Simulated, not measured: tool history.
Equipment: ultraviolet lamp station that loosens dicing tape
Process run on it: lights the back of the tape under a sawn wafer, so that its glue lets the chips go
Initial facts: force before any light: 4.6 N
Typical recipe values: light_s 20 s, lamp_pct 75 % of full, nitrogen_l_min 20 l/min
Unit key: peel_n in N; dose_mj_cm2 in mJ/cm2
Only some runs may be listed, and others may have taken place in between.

run 1 day=0 | light_s=20 lamp_pct=75 nitrogen_l_min=20 | peel_n=0.828 dose_mj_cm2=199
run 2 day=2.712 | light_s=20 lamp_pct=86 nitrogen_l_min=20 | peel_n=0.653 dose_mj_cm2=223
run 3 day=5.321 | light_s=20 lamp_pct=86 nitrogen_l_min=20 | peel_n=0.691 dose_mj_cm2=218
run 4 day=7.612 | light_s=19 lamp_pct=75 nitrogen_l_min=20 | peel_n=0.934 dose_mj_cm2=175
run 5 day=9.279 | light_s=20 lamp_pct=75 nitrogen_l_min=20 | peel_n=0.886 dose_mj_cm2=182
run 6 day=11.879 | light_s=20 lamp_pct=75 nitrogen_l_min=20 | peel_n=0.903 dose_mj_cm2=184
run 7 day=14.525 | light_s=20 lamp_pct=75 nitrogen_l_min=27 | peel_n=0.784 dose_mj_cm2=177
-- day=14.683 window cleaned of glue's vapour
run 8 day=17.058 | light_s=20 lamp_pct=75 nitrogen_l_min=27 | peel_n=0.837 dose_mj_cm2=168
run 9 day=18.438 | light_s=20 lamp_pct=67 nitrogen_l_min=20 | peel_n=1.136 dose_mj_cm2=151
-- day=21.012 window cleaned of glue's vapour, once more
run 10 day=21.117 | light_s=21 lamp_pct=75 nitrogen_l_min=20 | peel_n=0.882 dose_mj_cm2=182
run 11 day=23.988 | light_s=21 lamp_pct=75 nitrogen_l_min=13 | peel_n=1.117 dose_mj_cm2=184
run 12 day=26.375 | light_s=21 lamp_pct=75 nitrogen_l_min=13 | peel_n=1.16 dose_mj_cm2=178
run 13 day=28.833 | light_s=21 lamp_pct=75 nitrogen_l_min=13 | peel_n=1.221 dose_mj_cm2=174
run 14 day=31.029 | light_s=23 lamp_pct=75 nitrogen_l_min=20 | peel_n=0.848 dose_mj_cm2=187
run 15 day=32.571 | light_s=25 lamp_pct=75 nitrogen_l_min=20 | peel_n=0.777 dose_mj_cm2=202
run 16 day=34.862 | light_s=25 lamp_pct=75 nitrogen_l_min=20 | peel_n=0.763 dose_mj_cm2=194
run 17 day=37.562 | light_s=20 lamp_pct=84 nitrogen_l_min=20 | peel_n=0.97 dose_mj_cm2=170
run 18 day=40.371 | light_s=20 lamp_pct=81 nitrogen_l_min=10 | peel_n=1.453 dose_mj_cm2=166
-- day=41.95 window cleaned of glue's vapour
run 19 day=41.975 | light_s=20 lamp_pct=81 nitrogen_l_min=10 | peel_n=1.384 dose_mj_cm2=170
run 20 day=44.496 | light_s=20 lamp_pct=81 nitrogen_l_min=10 | peel_n=1.459 dose_mj_cm2=166
run 21 day=47.538 | light_s=20 lamp_pct=75 nitrogen_l_min=8 | peel_n=1.716 dose_mj_cm2=152
-- day=48.092 lamp changed
run 22 day=50.779 | light_s=18 lamp_pct=87 nitrogen_l_min=11 | peel_n=0.98 dose_mj_cm2=209
run 23 day=53.917 | light_s=22 lamp_pct=92 nitrogen_l_min=11 | peel_n=0.685 dose_mj_cm2=267
run 24 day=55.517 | light_s=25 lamp_pct=77 nitrogen_l_min=29 | peel_n=0.419 dose_mj_cm2=250
run 25 day=57.296 | light_s=25 lamp_pct=77 nitrogen_l_min=29 | peel_n=0.443 dose_mj_cm2=256
run 26 day=59.596 | light_s=10 lamp_pct=89 nitrogen_l_min=17 | peel_n=1.714 dose_mj_cm2=111
run 27 day=62.204 | light_s=25 lamp_pct=64 nitrogen_l_min=12 | peel_n=1.03 dose_mj_cm2=197

Alternative continuations, all from the tool just after run 27; predict every row:
-- day=63.021 window cleaned of glue's vapour
run A day=64.288 | light_s=21 lamp_pct=75 nitrogen_l_min=25 | peel_n=? dose_mj_cm2=?
-- day=63.021 window cleaned of glue's vapour
run B day=64.288 | light_s=37 lamp_pct=91 nitrogen_l_min=28 | peel_n=? dose_mj_cm2=?
-- day=63.021 window cleaned of glue's vapour
run C day=64.288 | light_s=25 lamp_pct=83 nitrogen_l_min=11 | peel_n=? dose_mj_cm2=?
-- day=63.021 window cleaned of glue's vapour
run D day=64.288 | light_s=19 lamp_pct=99 nitrogen_l_min=7 | peel_n=? dose_mj_cm2=?
-- day=63.021 window cleaned of glue's vapour
run E day=64.288 | light_s=20 lamp_pct=75 nitrogen_l_min=15 | peel_n=? dose_mj_cm2=?

run=A peel_n=0.662 dose_mj_cm2=205
run=B peel_n=0.194 dose_mj_cm2=439
run=C peel_n=0.701 dose_mj_cm2=270
run=D peel_n=1.016 dose_mj_cm2=241
run=E peel_n=0.945 dose_mj_cm2=194
What these runs would have given with no unlogged condition in the tool:
run=A peel_n=0.573 dose_mj_cm2=223
run=B peel_n=0.182 dose_mj_cm2=478
run=C peel_n=0.609 dose_mj_cm2=294
run=D peel_n=0.899 dose_mj_cm2=263
run=E peel_n=0.831 dose_mj_cm2=212
